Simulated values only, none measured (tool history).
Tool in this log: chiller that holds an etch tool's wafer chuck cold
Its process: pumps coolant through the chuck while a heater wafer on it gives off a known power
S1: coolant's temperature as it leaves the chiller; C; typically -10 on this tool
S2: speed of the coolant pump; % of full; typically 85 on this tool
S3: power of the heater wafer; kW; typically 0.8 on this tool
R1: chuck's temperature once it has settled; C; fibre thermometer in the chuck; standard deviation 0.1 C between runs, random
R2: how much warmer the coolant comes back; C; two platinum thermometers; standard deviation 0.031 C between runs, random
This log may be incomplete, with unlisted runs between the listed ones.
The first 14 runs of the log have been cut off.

| run | hour | S1 | S2 | S3 | R1 | R2 |
|---|---|---|---|---|---|---|
|  | 1742.8 | coolant changed, channels flushed |
| 15 | 1767.8 | -5 | 85 | 0.8 | 0.6 | 1.92 |
| 16 | 1950.4 | -5 | 85 | 0.8 | 0.7 | 1.93 |
| 17 | 2130.3 | -5 | 85 | 0.8 | 0.9 | 1.9 |
| 18 | 2253.4 | -10 | 90 | 0.621 | -5.8 | 1.47 |
| 19 | 2372 | -16 | 78 | 1.118 | -7.4 | 2.93 |
| 20 | 2468.8 | -16 | 78 | 1.118 | -7.5 | 2.93 |
| 21 | 2635.5 | -10 | 64 | 0.8 | -2.6 | 2.56 |
| 22 | 2767.7 | -3 | 85 | 0.8 | 2.5 | 1.95 |
| 23 | 2854.4 | -3 | 85 | 0.8 | 2.6 | 1.97 |
| 24 | 2939.8 | -3 | 85 | 0.8 | 2.8 | 1.98 |
| 25 | 3075.7 | -16 | 64 | 0.495 | -11.5 | 1.65 |
| 26 | 3243.3 | -10 | 68 | 0.85 | -2.6 | 2.58 |
| 27 | 3367.1 | 0 | 68 | 0.624 | 5.3 | 1.94 |
| 28 | 3459.4 | -13 | 85 | 0.49 | -9.4 | 1.19 |
| 29 | 3605.4 | -10 | 85 | 0.637 | -5.4 | 1.57 |
| 30 | 3725.3 | -10 | 85 | 0.637 | -5.6 | 1.67 |
| 31 | 3874.6 | -17 | 62 | 0.824 | -9.2 | 2.73 |
| 32 | 3973.4 | -10 | 97 | 0.542 | -6.5 | 1.29 |
| 33 | 4055.1 | -10 | 97 | 0.542 | -6.6 | 1.29 |

What if the next run were any one of these 3? Each begins from the tool's condition after run 33:
| A | 4174 | -6 | 85 | 0.8 | ? | ? |
| B | 4174 | -4 | 65 | 0.616 | ? | ? |
| C | 4174 | -17 | 97 | 0.542 | ? | ? |

| run | R1 | R2 |
|---|---|---|
| A | -0.4 | 2.05 |
| B | 1.7 | 1.94 |
| C | -13.4 | 1.25 |
Without the tool's hidden state the same runs would have given:
| run | R1 | R2 |
|---|---|---|
| A | -0.4 | 1.89 |
| B | 1.7 | 1.78 |
| C | -13.4 | 1.1 |

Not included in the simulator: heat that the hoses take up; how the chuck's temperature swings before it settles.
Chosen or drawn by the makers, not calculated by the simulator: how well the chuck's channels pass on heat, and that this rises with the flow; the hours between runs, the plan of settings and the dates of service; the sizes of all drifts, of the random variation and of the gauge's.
